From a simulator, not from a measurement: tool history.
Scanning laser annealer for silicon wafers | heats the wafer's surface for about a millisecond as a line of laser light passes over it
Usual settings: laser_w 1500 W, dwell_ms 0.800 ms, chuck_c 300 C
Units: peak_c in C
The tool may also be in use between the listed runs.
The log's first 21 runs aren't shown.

{"run": 22, "day": 10.621, "laser_w": 1278, "dwell_ms": 0.8, "chuck_c": 318, "peak_c": 938}
{"run": 23, "day": 11.033, "laser_w": 1500, "dwell_ms": 0.703, "chuck_c": 285, "peak_c": 990}
{"run": 24, "day": 11.375, "laser_w": 1467, "dwell_ms": 0.798, "chuck_c": 300, "peak_c": 1033}
{"run": 25, "day": 11.817, "laser_w": 1604, "dwell_ms": 0.895, "chuck_c": 340, "peak_c": 1212}
{"run": 26, "day": 12.467, "laser_w": 1601, "dwell_ms": 0.684, "chuck_c": 300, "peak_c": 1054}
{"run": 27, "day": 12.804, "laser_w": 1500, "dwell_ms": 0.8, "chuck_c": 274, "peak_c": 1030}
{"run": 28, "day": 13.383, "laser_w": 1326, "dwell_ms": 0.657, "chuck_c": 327, "peak_c": 909}
{"run": 29, "day": 13.979, "laser_w": 1326, "dwell_ms": 0.589, "chuck_c": 327, "peak_c": 875}
{"run": 30, "day": 14.604, "laser_w": 1500, "dwell_ms": 0.584, "chuck_c": 303, "peak_c": 940}
{"run": 31, "day": 15.138, "laser_w": 1500, "dwell_ms": 0.584, "chuck_c": 303, "peak_c": 945}
{"run": 32, "day": 15.65, "laser_w": 1385, "dwell_ms": 0.671, "chuck_c": 291, "peak_c": 911}
{"run": 33, "day": 16.212, "laser_w": 1385, "dwell_ms": 0.671, "chuck_c": 291, "peak_c": 913}
{"run": 34, "day": 16.742, "laser_w": 1529, "dwell_ms": 0.789, "chuck_c": 291, "peak_c": 1057}
{"run": 35, "day": 17.067, "laser_w": 1529, "dwell_ms": 0.789, "chuck_c": 291, "peak_c": 1057}
{"run": 36, "day": 17.754, "laser_w": 1500, "dwell_ms": 0.8, "chuck_c": 266, "peak_c": 1019}
{"run": 37, "day": 18.125, "laser_w": 1481, "dwell_ms": 0.561, "chuck_c": 305, "peak_c": 918}
{"run": 38, "day": 18.683, "laser_w": 1471, "dwell_ms": 0.8, "chuck_c": 309, "peak_c": 1045}
{"run": 39, "day": 19.292, "laser_w": 1491, "dwell_ms": 0.8, "chuck_c": 300, "peak_c": 1049}
{"run": 40, "day": 19.833, "laser_w": 1535, "dwell_ms": 0.635, "chuck_c": 300, "peak_c": 981}
{"run": 41, "day": 20.167, "laser_w": 1362, "dwell_ms": 0.887, "chuck_c": 294, "peak_c": 994}
{"run": 42, "day": 20.596, "laser_w": 1450, "dwell_ms": 0.712, "chuck_c": 300, "peak_c": 975}

3 ways to go on from here, each from the tool as it stands after run 42. What would each give?
{"run": "A", "day": 21.112, "laser_w": 1624, "dwell_ms": 0.661, "chuck_c": 300, "peak_c": "?"}
{"run": "B", "day": 21.112, "laser_w": 1463, "dwell_ms": 0.583, "chuck_c": 300, "peak_c": "?"}
{"run": "C", "day": 21.112, "laser_w": 1478, "dwell_ms": 0.712, "chuck_c": 300, "peak_c": "?"}

run=A peak_c=1048
run=B peak_c=918
run=C peak_c=990
Without the tool's hidden state the same runs would have given:
run=A peak_c=1064
run=B peak_c=930
run=C peak_c=1004
